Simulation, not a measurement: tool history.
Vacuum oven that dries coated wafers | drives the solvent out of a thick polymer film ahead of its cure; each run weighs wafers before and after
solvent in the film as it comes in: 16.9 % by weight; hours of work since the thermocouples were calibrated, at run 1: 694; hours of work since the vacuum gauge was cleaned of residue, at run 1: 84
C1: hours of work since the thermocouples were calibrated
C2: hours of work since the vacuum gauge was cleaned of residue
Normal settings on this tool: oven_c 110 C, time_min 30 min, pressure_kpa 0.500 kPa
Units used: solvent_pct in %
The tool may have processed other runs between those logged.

Run 1, hour 0.0: usual settings; C1 694; C2 84. Result: solvent_pct 0.98 %.
Run 2, hour 6.7: usual settings; C1 698; C2 88. Result: solvent_pct 1.02 %.
Run 3, hour 18.8: usual settings; C1 705; C2 94. Result: solvent_pct 0.97 %.
Run 4, hour 29.6: usual settings; C1 711; C2 100. Result: solvent_pct 1.01 %.
Run 5, hour 37.4: usual settings; C1 715; C2 105. Result: solvent_pct 1.02 %.
Run 6, hour 46.8: usual settings but oven_c 97 C; C1 720; C2 110. Result: solvent_pct 4.35 %.
Run 7, hour 53.6: usual settings but oven_c 97 C; C1 724; C2 114. Result: solvent_pct 4.36 %.
Run 8, hour 61.7: usual settings but pressure_kpa 0.966 kPa; C1 729; C2 118. Result: solvent_pct 1.12 %.
Run 9, hour 67.6: usual settings but pressure_kpa 0.966 kPa; C1 732; C2 121. Result: solvent_pct 1.10 %.
Run 10, hour 76.1: usual settings but pressure_kpa 0.966 kPa; C1 737; C2 126. Result: solvent_pct 1.15 %.
Run 11, hour 88.0: usual settings but pressure_kpa 0.966 kPa; C1 743; C2 133. Result: solvent_pct 1.13 %.
Run 12, hour 93.1: usual settings but pressure_kpa 0.966 kPa; C1 746; C2 136. Result: solvent_pct 1.13 %.
Run 13, hour 98.5: usual settings; C1 749; C2 139. Result: solvent_pct 0.99 %.
Run 14, hour 105.5: usual settings; C1 753; C2 142. Result: solvent_pct 0.99 %.
Run 15, hour 115.0: usual settings but pressure_kpa 1.700 kPa; C1 758; C2 148. Result: solvent_pct 1.30 %.
Run 16, hour 126.0: usual settings but pressure_kpa 1.700 kPa; C1 764; C2 154. Result: solvent_pct 1.27 %.
Run 17, hour 132.5: usual settings but time_min 42 min; C1 768; C2 157. Result: solvent_pct 0.43 %.
At hour 135.1: vacuum gauge cleaned of residue and calibrated.
Run 18, hour 143.0: usual settings but time_min 42 min; C1 773; C2 4. Result: solvent_pct 0.42 %.
Run 19, hour 150.2: usual settings but time_min 42 min; C1 777; C2 8. Result: solvent_pct 0.43 %.
At hour 155.0: vacuum gauge cleaned of residue and calibrated, once more.
Run 20, hour 160.7: usual settings but oven_c 118 C, time_min 42 min; C1 782; C2 3. Result: solvent_pct 0.15 %.
Run 21, hour 171.3: usual settings but oven_c 118 C, time_min 42 min; C1 788; C2 9. Result: solvent_pct 0.12 %.
Run 22, hour 177.1: usual settings but oven_c 118 C, time_min 42 min; C1 791; C2 12. Result: solvent_pct 0.14 %.
Run 23, hour 184.5: usual settings but oven_c 109 C, time_min 18 min; C1 795; C2 16. Result: solvent_pct 2.91 %.
Run 24, hour 195.3: usual settings but oven_c 109 C, time_min 18 min, pressure_kpa 0.901 kPa; C1 801; C2 22. Result: solvent_pct 3.08 %.
Run 25, hour 206.2: usual settings but oven_c 109 C, time_min 18 min, pressure_kpa 0.901 kPa; C1 807; C2 28. Result: solvent_pct 3.06 %.
Run 26, hour 212.1: usual settings but oven_c 109 C, time_min 18 min, pressure_kpa 0.901 kPa; C1 810; C2 32. Result: solvent_pct 3.03 %.
Run 27, hour 220.5: usual settings but oven_c 108 C, pressure_kpa 1.259 kPa; C1 815; C2 36. Result: solvent_pct 1.52 %.
Run 28, hour 231.2: usual settings but oven_c 103 C, time_min 47 min, pressure_kpa 1.355 kPa; C1 821; C2 42. Result: solvent_pct 1.28 %.
Run 29, hour 238.4: usual settings but oven_c 106 C, time_min 17 min, pressure_kpa 1.208 kPa; C1 825; C2 46. Result: solvent_pct 4.31 %.
Run 30, hour 244.2: usual settings but oven_c 95 C, time_min 18 min, pressure_kpa 1.173 kPa; C1 828; C2 49. Result: solvent_pct 7.58 %.
Run 31, hour 249.9: usual settings but oven_c 95 C, time_min 18 min, pressure_kpa 1.173 kPa; C1 831; C2 53. Result: solvent_pct 7.67 %.
Run 32, hour 258.6: usual settings but oven_c 95 C, time_min 18 min, pressure_kpa 1.173 kPa; C1 836; C2 57. Result: solvent_pct 7.63 %.
Run 33, hour 268.2: usual settings but oven_c 107 C, time_min 19 min, pressure_kpa 0.295 kPa; C1 841; C2 63. Result: solvent_pct 3.29 %.
Run 34, hour 274.5: usual settings but oven_c 116 C, time_min 20 min, pressure_kpa 1.242 kPa; C1 845; C2 66. Result: solvent_pct 1.13 %.
Run 35, hour 286.1: usual settings but oven_c 101 C, time_min 31 min, pressure_kpa 0.324 kPa; C1 851; C2 73. Result: solvent_pct 2.80 %.

Below are 3 alternative next runs, each starting from the tool's condition after run 35. Predict each:
Run A, hour 297.3: usual settings but oven_c 102 C, time_min 31 min, pressure_kpa 0.498 kPa; C1 857; C2 79. Result: solvent_pct ?.
Run B, hour 297.3: usual settings but oven_c 116 C, time_min 40 min, pressure_kpa 0.383 kPa; C1 857; C2 79. Result: solvent_pct ?.
Run C, hour 297.3: usual settings but pressure_kpa 0.518 kPa; C1 857; C2 79. Result: solvent_pct ?.

run  solvent_pct
  A         2.58
  B         0.16
  C         0.97
Without the tool's hidden state the same runs would have given:
run  solvent_pct
  A         3.03
  B         0.19
  C         1.22
